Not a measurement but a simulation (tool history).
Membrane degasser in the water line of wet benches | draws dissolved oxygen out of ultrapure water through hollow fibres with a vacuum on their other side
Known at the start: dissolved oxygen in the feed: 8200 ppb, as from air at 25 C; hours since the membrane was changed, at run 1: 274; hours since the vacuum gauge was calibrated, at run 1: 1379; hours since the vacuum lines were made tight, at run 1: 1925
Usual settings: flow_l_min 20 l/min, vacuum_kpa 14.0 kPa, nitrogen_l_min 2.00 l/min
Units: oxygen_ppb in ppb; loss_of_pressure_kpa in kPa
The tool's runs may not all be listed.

run	day	flow_l_min	vacuum_kpa	nitrogen_l_min	hours since the membrane was changed	hours since the vacuum gauge was calibrated	hours since the vacuum lines were made tight	oxygen_ppb	loss_of_pressure_kpa
1	0.000	20	14.0	2.00	274	1379	1925	313.3	54.07
2	1.029	20	14.0	2.00	299	1403	1950	306.5	54.06
3	2.912	20	14.0	2.00	344	1448	1995	320.1	54.33
4	4.775	20	29.7	2.00	389	1493	2040	634.0	54.24
5	6.829	20	29.7	2.00	438	1542	2089	650.1	54.35
6	8.546	20	14.0	2.00	480	1584	2130	316.2	54.55
7	10.692	20	14.0	2.00	531	1635	2182	313.4	54.68
8	12.275	17	14.0	2.00	569	1673	2220	267.5	46.33
9	14.096	17	14.0	2.00	613	1717	2263	264.9	46.56
10	15.775	17	14.0	2.00	653	1757	2304	269.5	46.75
11	17.246	32	12.6	5.82	688	1792	2339	266.8	87.35
12	19.350	13	12.6	1.26	739	1843	2389	257.5	35.66
13	20.346	24	8.5	1.96	763	1867	2413	240.7	65.13
14	21.921	20	24.0	3.22	800	1905	2451	372.4	54.11
15	22.967	14	24.0	1.27	826	1930	2476	538.8	38.09
16	23.883	14	24.0	1.27	848	1952	2498	539.4	37.96
17	25.396	14	24.0	1.27	884	1988	2534	545.9	38.27
18	27.154	20	11.0	2.00	926	2030	2577	246.5	54.68
19	29.254	22	31.4	1.08	976	2081	2627	1203.5	60.97
20	30.525	22	31.4	1.08	1007	2111	2658	1158.5	59.95

Forecast each of these 3 alternatives for the next run:
A	31.471	20	20.4	2.00	1030	2134	2680	?	?
B	31.471	24	14.0	3.29	1030	2134	2680	?	?
C	31.471	22	31.4	1.62	1030	2134	2680	?	?

run	oxygen_ppb	loss_of_pressure_kpa
A	454.6	55.02
B	277.5	66.18
C	869.2	60.35
Without the tool's hidden state the same runs would have given:
run	oxygen_ppb	loss_of_pressure_kpa
A	454.3	54.10
B	277.3	65.06
C	868.9	59.33
